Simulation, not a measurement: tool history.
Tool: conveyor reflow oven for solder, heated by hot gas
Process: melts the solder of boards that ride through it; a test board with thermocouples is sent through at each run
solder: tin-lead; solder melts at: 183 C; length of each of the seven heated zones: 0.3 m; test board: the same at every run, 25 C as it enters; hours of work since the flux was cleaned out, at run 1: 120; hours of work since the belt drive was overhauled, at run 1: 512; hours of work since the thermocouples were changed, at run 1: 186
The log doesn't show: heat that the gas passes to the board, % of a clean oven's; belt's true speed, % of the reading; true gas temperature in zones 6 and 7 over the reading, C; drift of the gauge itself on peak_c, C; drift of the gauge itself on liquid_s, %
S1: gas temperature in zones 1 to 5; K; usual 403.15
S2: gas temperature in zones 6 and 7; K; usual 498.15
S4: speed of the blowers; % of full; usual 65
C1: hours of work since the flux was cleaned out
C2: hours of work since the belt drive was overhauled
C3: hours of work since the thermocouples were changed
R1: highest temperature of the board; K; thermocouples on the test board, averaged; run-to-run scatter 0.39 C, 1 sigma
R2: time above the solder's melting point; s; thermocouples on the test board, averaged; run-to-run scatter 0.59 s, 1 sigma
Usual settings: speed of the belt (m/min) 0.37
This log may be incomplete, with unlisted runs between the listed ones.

run 1 hour=0 | S1=403.15 S2=498.15 speed_of_the_belt_(m/min)=0.37 S4=65 | C1=120 C2=512 C3=186 | R1=476.05 R2=49.5
run 2 hour=18.8 | S1=403.15 S2=498.15 speed_of_the_belt_(m/min)=0.37 S4=65 | C1=133 C2=525 C3=198 | R1=476.55 R2=50.8
run 3 hour=31.2 | S1=403.15 S2=498.15 speed_of_the_belt_(m/min)=0.37 S4=65 | C1=141 C2=533 C3=207 | R1=476.25 R2=50.4
run 4 hour=57.2 | S1=403.15 S2=498.15 speed_of_the_belt_(m/min)=0.37 S4=65 | C1=159 C2=551 C3=225 | R1=475.85 R2=50.5
run 5 hour=84.7 | S1=403.15 S2=498.15 speed_of_the_belt_(m/min)=0.37 S4=65 | C1=178 C2=570 C3=244 | R1=476.05 R2=49
run 6 hour=99.8 | S1=409.15 S2=498.15 speed_of_the_belt_(m/min)=0.37 S4=65 | C1=189 C2=580 C3=254 | R1=477.95 R2=53.2
run 7 hour=124.3 | S1=409.15 S2=498.15 speed_of_the_belt_(m/min)=0.37 S4=65 | C1=205 C2=597 C3=271 | R1=476.85 R2=53.8
run 8 hour=144.4 | S1=409.15 S2=498.15 speed_of_the_belt_(m/min)=0.37 S4=65 | C1=219 C2=611 C3=285 | R1=477.05 R2=53.7
run 9 hour=160.3 | S1=403.15 S2=498.15 speed_of_the_belt_(m/min)=0.387 S4=65 | C1=230 C2=622 C3=296 | R1=472.75 R2=42.5
run 10 hour=185.1 | S1=403.15 S2=498.15 speed_of_the_belt_(m/min)=0.37 S4=65 | C1=247 C2=639 C3=313 | R1=474.65 R2=47.3
run 11 hour=202.5 | S1=403.15 S2=498.15 speed_of_the_belt_(m/min)=0.37 S4=65 | C1=259 C2=651 C3=325 | R1=473.95 R2=47.3
run 12 hour=221.8 | S1=403.15 S2=498.15 speed_of_the_belt_(m/min)=0.37 S4=65 | C1=272 C2=664 C3=338 | R1=474.45 R2=46.7
run 13 hour=248.9 | S1=403.15 S2=498.15 speed_of_the_belt_(m/min)=0.37 S4=65 | C1=291 C2=683 C3=357 | R1=473.95 R2=46
run 14 hour=269.8 | S1=403.15 S2=498.15 speed_of_the_belt_(m/min)=0.37 S4=65 | C1=305 C2=697 C3=371 | R1=473.85 R2=46.6
run 15 hour=287.7 | S1=403.15 S2=498.15 speed_of_the_belt_(m/min)=0.37 S4=65 | C1=318 C2=710 C3=383 | R1=472.85 R2=45.9
run 16 hour=301.9 | S1=403.15 S2=498.15 speed_of_the_belt_(m/min)=0.37 S4=65 | C1=328 C2=719 C3=393 | R1=473.95 R2=46
run 17 hour=315.4 | S1=403.15 S2=498.15 speed_of_the_belt_(m/min)=0.37 S4=65 | C1=337 C2=729 C3=402 | R1=472.75 R2=44.7
run 18 hour=329.6 | S1=418.15 S2=509.15 speed_of_the_belt_(m/min)=0.439 S4=58 | C1=347 C2=738 C3=412 | R1=476.25 R2=43.5
-- hour=348.7 flux residue cleaned out of gas plates and filters
run 19 hour=360.8 | S1=418.15 S2=509.15 speed_of_the_belt_(m/min)=0.311 S4=81 | C1=8 C2=756 C3=430 | R1=497.55 R2=99.8
run 20 hour=384.4 | S1=396.15 S2=503.15 speed_of_the_belt_(m/min)=0.359 S4=54 | C1=25 C2=773 C3=447 | R1=475.45 R2=47.8
run 21 hour=404.2 | S1=403.15 S2=490.15 speed_of_the_belt_(m/min)=0.37 S4=87 | C1=38 C2=786 C3=460 | R1=475.35 R2=52
run 22 hour=422.6 | S1=388.15 S2=490.15 speed_of_the_belt_(m/min)=0.395 S4=76 | C1=51 C2=799 C3=473 | R1=467.35 R2=28.3
run 23 hour=440 | S1=398.15 S2=507.15 speed_of_the_belt_(m/min)=0.432 S4=65 | C1=63 C2=811 C3=485 | R1=474.85 R2=40.2
run 24 hour=458.7 | S1=403.15 S2=495.15 speed_of_the_belt_(m/min)=0.44 S4=65 | C1=76 C2=824 C3=498 | R1=466.95 R2=25.9
run 25 hour=473.2 | S1=400.15 S2=512.15 speed_of_the_belt_(m/min)=0.402 S4=51 | C1=86 C2=834 C3=508 | R1=475.95 R2=42.2
run 26 hour=493.3 | S1=407.15 S2=509.15 speed_of_the_belt_(m/min)=0.38 S4=60 | C1=99 C2=847 C3=521 | R1=482.25 R2=57.9
run 27 hour=520 | S1=403.15 S2=498.15 speed_of_the_belt_(m/min)=0.309 S4=65 | C1=118 C2=866 C3=540 | R1=481.05 R2=71.3
run 28 hour=541.3 | S1=403.15 S2=498.15 speed_of_the_belt_(m/min)=0.309 S4=65 | C1=132 C2=880 C3=554 | R1=480.95 R2=71.4
run 29 hour=562 | S1=415.15 S2=504.15 speed_of_the_belt_(m/min)=0.396 S4=75 | C1=147 C2=895 C3=569 | R1=482.65 R2=62.2
run 30 hour=576.7 | S1=406.15 S2=493.15 speed_of_the_belt_(m/min)=0.392 S4=87 | C1=157 C2=905 C3=579 | R1=475.05 R2=49.6

A few steps of R1 between consecutive runs. Split each: what settings, incoming material and random variation would produce without the hidden state, and what is left over for the hidden state, along with gauge scatter present in only one of the two compared results (measured, and without hidden state):
Run 4 -> 5: no setting changed, nothing entered. R1 +0.2 K: hidden state -0.3, all else +0.5.
Run 18 -> 19: speed of the belt (m/min) 0.439 -> 0.311, S4 58 -> 81, flux residue cleaned out of gas plates and filters. R1 +21.3 K: hidden state +3.4, all else +17.9.
Run 19 -> 20: S1 418.15 -> 396.15, S2 509.15 -> 503.15, speed of the belt (m/min) 0.311 -> 0.359, S4 81 -> 54. R1 -22.1 K: hidden state +0, all else -22.1.
Run 24 -> 25: S1 403.15 -> 400.15, S2 495.15 -> 512.15, speed of the belt (m/min) 0.44 -> 0.402, S4 65 -> 51. R1 +9 K: hidden state +0, all else +9.
Run 28 -> 29: S1 403.15 -> 415.15, S2 498.15 -> 504.15, speed of the belt (m/min) 0.309 -> 0.396, S4 65 -> 75. R1 +1.7 K: hidden state -0.4, all else +2.1.
